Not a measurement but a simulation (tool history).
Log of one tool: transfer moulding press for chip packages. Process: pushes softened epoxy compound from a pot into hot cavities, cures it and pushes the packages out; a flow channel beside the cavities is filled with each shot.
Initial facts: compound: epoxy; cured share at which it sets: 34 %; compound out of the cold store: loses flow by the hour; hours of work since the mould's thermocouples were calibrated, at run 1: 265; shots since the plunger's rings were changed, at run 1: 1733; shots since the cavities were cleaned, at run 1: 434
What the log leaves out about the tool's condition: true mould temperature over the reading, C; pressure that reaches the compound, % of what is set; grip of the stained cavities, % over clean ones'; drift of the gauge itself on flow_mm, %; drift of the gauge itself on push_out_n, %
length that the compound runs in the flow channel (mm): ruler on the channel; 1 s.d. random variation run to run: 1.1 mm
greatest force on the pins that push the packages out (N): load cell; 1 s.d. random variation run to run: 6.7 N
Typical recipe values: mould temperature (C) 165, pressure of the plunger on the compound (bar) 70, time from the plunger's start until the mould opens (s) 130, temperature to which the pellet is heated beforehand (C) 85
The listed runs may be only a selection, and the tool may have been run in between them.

run     day  mould temperature (C)  pressure of the plunger on the compound (bar)  time from the plunger's start until the mould opens (s)  temperature to which the pellet is heated beforehand (C)  hours of work since the mould's thermocouples were calibrated  shots since the plunger's rings were changed  shots since the cavities were cleaned  incoming compound's hours out of the cold store  length that the compound runs in the flow channel (mm)  greatest force on the pins that push the packages out (N)
  1       0                    165                                             70                                                      130                                                        85                                                            265                                          1733                                    434                                             10.2                                                     788                                                        408
  2   0.438                    165                                             70                                                      130                                                        85                                                            269                                          1801                                    502                                             13.9                                                     777                                                        418
      0.679  -- cavities cleaned with cleaning compound and waxed
  3   1.238                    165                                             70                                                      130                                                        85                                                            276                                          1915                                     86                                             15.6                                                     768                                                        466
  4   1.862                    165                                             70                                                      130                                                        85                                                            283                                          2012                                    183                                             43.5                                                     685                                                        439
  5   2.283                    165                                             70                                                      120                                                        85                                                            287                                          2078                                    249                                             39.4                                                     694                                                        482
  6   2.683                    165                                             70                                                      120                                                        85                                                            291                                          2140                                    311                                             34.3                                                     709                                                        522
  7   3.233                    165                                             70                                                      120                                                        85                                                            296                                          2225                                    396                                             31.9                                                     716                                                        523
  8   3.942                    161                                             70                                                      130                                                        85                                                            304                                          2335                                    506                                             34.4                                                     729                                                        630
      4.196  -- cavities cleaned with cleaning compound and waxed
      4.833  -- cavities cleaned with cleaning compound and waxed, once more
  9   4.888                    161                                             70                                                      130                                                        85                                                            312                                          2462                                      8                                             38.5                                                     715                                                        332
 10   5.746                    161                                             70                                                      130                                                        85                                                            321                                          2595                                    141                                               37                                                     717                                                        398
      6.288  -- plunger's sealing rings changed
 11   6.554                    161                                             70                                                      130                                                        85                                                            328                                            41                                    250                                             27.8                                                     764                                                        451
 12   7.092                    165                                             70                                                      130                                                        85                                                            333                                           125                                    334                                              9.9                                                     802                                                        373
 13   7.767                    165                                             70                                                      130                                                        85                                                            340                                           230                                    439                                             19.8                                                     767                                                        395
      8.425  -- cavities cleaned with cleaning compound and waxed
 14   8.425                    165                                             70                                                      130                                                        85                                                            346                                           322                                      0                                             43.2                                                     693                                                        269
 15   8.988                    159                                             70                                                      130                                                        94                                                            352                                           410                                     88                                             40.9                                                     730                                                        432
 16   9.829                    159                                           66.7                                                      135                                                        94                                                            360                                           540                                    218                                               31                                                     744                                                        464
 17  10.712                    164                                           66.7                                                      122                                                        94                                                            369                                           677                                    355                                               42                                                     684                                                        419
       11.1  -- mould's thermocouples calibrated
 18    11.2                    164                                           66.7                                                      122                                                        94                                                              1                                           740                                    418                                             26.7                                                     730                                                        458
 19   11.75                    169                                           77.6                                                      122                                                        94                                                              7                                           825                                    503                                             38.5                                                     721                                                        375
     11.954  -- cavities cleaned with cleaning compound and waxed
 20  12.675                    170                                           68.8                                                      155                                                        94                                                             15                                           959                                    112                                             23.9                                                     719                                                        257
 21  13.558                    170                                           86.5                                                      155                                                        94                                                             24                                          1096                                    249                                             18.4                                                     823                                                        290
 22  14.338                    170                                           86.5                                                      155                                                        94                                                             32                                          1217                                    370                                             43.6                                                     737                                                        318
 23   15.05                    162                                             70                                                      161                                                        94                                                             39                                          1327                                    480                                             19.9                                                     776                                                        381
     15.417  -- cavities cleaned with cleaning compound and waxed
 24  15.933                    165                                             67                                                      130                                                        79                                                             47                                          1455                                     80                                             16.1                                                     754                                                        311
 25  16.829                    165                                             67                                                      130                                                        79                                                             56                                          1594                                    219                                               14                                                     761                                                        346
 26  17.621                    157                                             70                                                      130                                                        85                                                             64                                          1717                                    342                                             15.6                                                     820                                                        696
 27  18.246                    161                                           80.9                                                      123                                                        81                                                             71                                          1814                                    439                                             34.7                                                     786                                                        536

Here are 4 independent what-if runs from the current tool condition. What would each one return?
     18.892  -- cavities cleaned with cleaning compound and waxed
  A  19.112                    161                                           80.9                                                      128                                                        81                                                             79                                          1938                                     34                                             16.5                                                       ?                                                          ?
     18.892  -- cavities cleaned with cleaning compound and waxed
  B  19.112                    163                                           80.9                                                      153                                                        81                                                             79                                          1938                                     34                                             32.5                                                       ?                                                          ?
     18.892  -- cavities cleaned with cleaning compound and waxed
  C  19.112                    167                                             70                                                      130                                                        85                                                             79                                          1938                                     34                                             13.1                                                       ?                                                          ?
     18.892  -- cavities cleaned with cleaning compound and waxed
  D  19.112                    161                                           80.9                                                      123                                                        87                                                             79                                          1938                                     34                                             21.6                                                       ?                                                          ?

run  length that the compound runs in the flow channel (mm)  greatest force on the pins that push the packages out (N)
  A                                                     848                                                        383
  B                                                     780                                                        258
  C                                                     766                                                        267
  D                                                     833                                                        409
Without the tool's hidden state the same runs would have given:
run  length that the compound runs in the flow channel (mm)  greatest force on the pins that push the packages out (N)
  A                                                     867                                                        376
  B                                                     797                                                        247
  C                                                     783                                                        256
  D                                                     851                                                        402

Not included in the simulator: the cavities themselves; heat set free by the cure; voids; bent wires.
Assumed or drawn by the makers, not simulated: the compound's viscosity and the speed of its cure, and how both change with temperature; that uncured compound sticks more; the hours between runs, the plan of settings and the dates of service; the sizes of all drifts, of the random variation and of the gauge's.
